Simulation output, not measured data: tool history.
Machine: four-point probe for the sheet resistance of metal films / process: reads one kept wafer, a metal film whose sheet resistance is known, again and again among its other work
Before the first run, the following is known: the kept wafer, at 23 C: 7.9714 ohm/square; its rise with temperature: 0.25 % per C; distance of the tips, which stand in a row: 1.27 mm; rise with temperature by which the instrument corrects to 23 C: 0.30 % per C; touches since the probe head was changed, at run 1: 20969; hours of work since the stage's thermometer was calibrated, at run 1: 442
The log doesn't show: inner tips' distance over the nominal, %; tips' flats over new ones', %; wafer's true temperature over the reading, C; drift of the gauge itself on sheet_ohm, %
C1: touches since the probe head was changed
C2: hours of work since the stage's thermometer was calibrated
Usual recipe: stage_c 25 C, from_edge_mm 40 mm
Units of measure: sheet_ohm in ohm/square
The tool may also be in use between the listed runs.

run 1 hour=0.0 | stage_c=25 from_edge_mm=40 | C1=20969 C2=442 | sheet_ohm=7.969380
run 2 hour=8.6 | stage_c=28 from_edge_mm=40 | C1=21365 C2=449 | sheet_ohm=7.956413
run 3 hour=18.9 | stage_c=19 from_edge_mm=40 | C1=21839 C2=457 | sheet_ohm=7.990919
run 4 hour=33.8 | stage_c=25 from_edge_mm=4 | C1=22525 C2=469 | sheet_ohm=8.372006
run 5 hour=45.5 | stage_c=25 from_edge_mm=4 | C1=23062 C2=478 | sheet_ohm=8.373753
run 6 hour=59.0 | stage_c=25 from_edge_mm=40 | C1=23683 C2=488 | sheet_ohm=7.968763
run 7 hour=69.9 | stage_c=25 from_edge_mm=75 | C1=24185 C2=497 | sheet_ohm=7.966691
run 8 hour=79.9 | stage_c=25 from_edge_mm=75 | C1=24643 C2=505 | sheet_ohm=7.963752
run 9 hour=89.5 | stage_c=25 from_edge_mm=75 | C1=25086 C2=512 | sheet_ohm=7.965574
run 10 hour=97.7 | stage_c=32 from_edge_mm=40 | C1=25461 C2=519 | sheet_ohm=7.943004
run 11 hour=112.3 | stage_c=25 from_edge_mm=40 | C1=26131 C2=530 | sheet_ohm=7.967971
run 12 hour=126.0 | stage_c=25 from_edge_mm=40 | C1=26762 C2=541 | sheet_ohm=7.968944
run 13 hour=139.0 | stage_c=29 from_edge_mm=40 | C1=27361 C2=551 | sheet_ohm=7.951913
run 14 hour=147.8 | stage_c=20 from_edge_mm=5 | C1=27765 C2=558 | sheet_ohm=8.248018
run 15 hour=163.5 | stage_c=24 from_edge_mm=32 | C1=28488 C2=570 | sheet_ohm=7.974215
run 16 hour=176.0 | stage_c=24 from_edge_mm=32 | C1=29062 C2=580 | sheet_ohm=7.975430
run 17 hour=190.6 | stage_c=25 from_edge_mm=5 | C1=29731 C2=591 | sheet_ohm=8.231000
run 18 hour=201.8 | stage_c=25 from_edge_mm=5 | C1=30250 C2=600 | sheet_ohm=8.233355
run 19 hour=218.3 | stage_c=21 from_edge_mm=13 | C1=31006 C2=613 | sheet_ohm=8.021735
run 20 hour=234.2 | stage_c=21 from_edge_mm=13 | C1=31737 C2=625 | sheet_ohm=8.021299
run 21 hour=253.0 | stage_c=21 from_edge_mm=13 | C1=32603 C2=640 | sheet_ohm=8.017984
run 22 hour=262.1 | stage_c=21 from_edge_mm=13 | C1=33019 C2=647 | sheet_ohm=8.020776
run 23 hour=280.6 | stage_c=29 from_edge_mm=6 | C1=33873 C2=661 | sheet_ohm=8.135685
run 24 hour=288.9 | stage_c=29 from_edge_mm=20 | C1=34254 C2=668 | sheet_ohm=7.967869
run 25 hour=301.9 | stage_c=31 from_edge_mm=19 | C1=34852 C2=678 | sheet_ohm=7.962430
run 26 hour=316.2 | stage_c=31 from_edge_mm=19 | C1=35509 C2=689 | sheet_ohm=7.959987

Consider 4 possible next runs. They are alternatives, not a sequence: every one starts from the tool as it was left by run 26. What does each give?
run A hour=334.6 | stage_c=18 from_edge_mm=22 | C1=36354 C2=704 | sheet_ohm=?
run B hour=334.6 | stage_c=26 from_edge_mm=3 | C1=36354 C2=704 | sheet_ohm=?
run C hour=334.6 | stage_c=25 from_edge_mm=6 | C1=36354 C2=704 | sheet_ohm=?
run D hour=334.6 | stage_c=24 from_edge_mm=5 | C1=36354 C2=704 | sheet_ohm=?

run=A sheet_ohm=8.003460
run=B sheet_ohm=8.655690
run=C sheet_ohm=8.153047
run=D sheet_ohm=8.233713
Had the tool no hidden state, the same runs would have come out as:
run=A sheet_ohm=8.004275
run=B sheet_ohm=8.656564
run=C sheet_ohm=8.153875
run=D sheet_ohm=8.234548
